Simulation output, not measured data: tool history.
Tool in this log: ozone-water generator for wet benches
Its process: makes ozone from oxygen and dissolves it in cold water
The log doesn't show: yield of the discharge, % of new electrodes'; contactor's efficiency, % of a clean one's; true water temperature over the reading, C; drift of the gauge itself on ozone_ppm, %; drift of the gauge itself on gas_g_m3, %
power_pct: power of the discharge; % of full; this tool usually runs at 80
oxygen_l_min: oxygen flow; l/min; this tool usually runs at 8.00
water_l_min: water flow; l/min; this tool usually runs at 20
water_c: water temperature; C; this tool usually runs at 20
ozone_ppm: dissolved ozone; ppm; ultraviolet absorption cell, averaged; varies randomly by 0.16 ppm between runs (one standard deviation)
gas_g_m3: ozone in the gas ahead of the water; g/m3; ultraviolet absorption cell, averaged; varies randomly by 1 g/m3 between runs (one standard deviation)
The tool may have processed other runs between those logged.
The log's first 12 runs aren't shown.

run	day	power_pct	oxygen_l_min	water_l_min	water_c	hours of work since the electrodes were changed	hours of work since the contactor was cleaned	hours of work since the thermometer was calibrated	ozone_ppm	gas_g_m3
13	12.179	80	8.00	20	20	861	2918	1541	20.9	186.2
14	13.596	80	8.00	20	20	890	2947	1571	21.1	189.6
# day 13.758: gauge calibrated
15	14.233	80	8.00	20	20	904	2961	1584	21.2	182.9
16	15.442	80	8.00	20	20	928	2986	1609	20.9	182.9
17	16.329	80	8.00	20	20	947	3004	1627	21.3	183.3
18	17.596	82	8.67	20	20	973	3030	1653	21.4	179.8
19	18.400	80	8.00	13	26	990	3047	1670	23.6	184.3
20	19.617	89	8.00	20	13	1015	3072	1695	25.8	199.0
21	20.383	89	8.00	12	21	1031	3088	1711	29.5	197.8
22	21.212	95	11.92	17	15	1048	3105	1728	27.1	169.7
23	22.400	95	11.92	17	15	1072	3129	1753	27.1	169.9
24	23.542	68	14.35	23	13	1096	3153	1776	18.5	123.7
25	24.433	68	14.35	23	13	1114	3171	1795	18.7	123.2
26	25.538	68	14.35	23	13	1137	3194	1818	18.7	122.8
27	26.446	68	14.35	23	13	1156	3213	1836	18.3	124.4
28	27.579	68	14.35	23	13	1179	3236	1860	18.2	124.4
29	28.350	68	14.35	23	13	1195	3252	1876	18.3	125.2
30	29.175	68	14.35	23	13	1212	3269	1893	18.3	123.5
31	30.083	96	8.00	26	16	1231	3288	1912	21.6	216.0
32	30.825	55	8.00	23	20	1246	3303	1927	14.8	145.0

Here are 4 independent what-if runs from the current tool condition. What would each one return?
A	32.200	55	13.28	17	20	1275	3332	1955	?	?
B	32.200	80	8.00	20	26	1275	3332	1955	?	?
C	32.200	55	4.72	23	23	1275	3332	1955	?	?
D	32.200	57	8.42	23	20	1275	3332	1955	?	?

run	ozone_ppm	gas_g_m3
A	16.4	111.7
B	18.7	189.8
C	14.3	191.3
D	15.3	145.4
Without the tool's unlogged condition, the same runs would have read:
run	ozone_ppm	gas_g_m3
A	16.4	107.6
B	18.7	182.8
C	14.3	184.2
D	15.3	140.1

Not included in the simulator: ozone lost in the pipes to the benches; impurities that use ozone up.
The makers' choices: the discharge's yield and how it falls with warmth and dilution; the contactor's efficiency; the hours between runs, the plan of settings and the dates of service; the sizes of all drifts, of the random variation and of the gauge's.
